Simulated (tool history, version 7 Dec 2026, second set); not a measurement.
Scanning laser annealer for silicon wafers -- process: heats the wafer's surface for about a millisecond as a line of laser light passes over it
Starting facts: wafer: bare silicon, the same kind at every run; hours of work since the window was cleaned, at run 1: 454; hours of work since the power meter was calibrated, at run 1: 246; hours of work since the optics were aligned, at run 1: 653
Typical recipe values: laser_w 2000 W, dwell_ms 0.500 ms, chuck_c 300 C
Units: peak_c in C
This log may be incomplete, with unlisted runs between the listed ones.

run,day,laser_w,dwell_ms,chuck_c,hours of work since the window was cleaned,hours of work since the power meter was calibrated,hours of work since the optics were aligned,peak_c
1,0.000,2000,0.500,300,454,246,653,1111
2,1.542,2000,0.462,300,469,262,668,1075
3,2.833,2000,0.462,300,482,274,681,1076
4,3.525,2000,0.462,300,489,281,688,1074
5,5.188,2000,0.500,270,505,298,704,1080
6,6.233,2000,0.500,270,516,308,715,1079
7,7.396,2000,0.500,300,528,320,726,1109
8,8.446,2000,0.500,300,538,331,737,1105
9,9.862,2000,0.384,326,552,345,751,1021
# day 10.217: optics aligned, line set to its width
10,11.671,2054,0.472,262,568,361,15,1059
11,12.496,2161,0.577,261,576,369,23,1198
12,13.546,2161,0.577,261,587,379,33,1195
13,15.158,2161,0.577,261,603,395,49,1197
# day 16.004: optics aligned, line set to its width, once more
14,16.329,1876,0.409,314,613,405,3,995
15,17.292,2000,0.500,317,622,415,13,1127

The same runs without the tool's hidden state, with the same run-to-run variation:
Hidden state at play: light that passes the window, % of a clean one's; laser's true power over the reading, %; width of the line over the set one, %; drift of the gauge itself on peak_c, C.
run,peak_c
1,1132
2,1096
3,1097
4,1096
5,1104
6,1104
7,1133
8,1131
9,1044
10,1088
11,1232
12,1230
13,1234
14,1016
15,1152
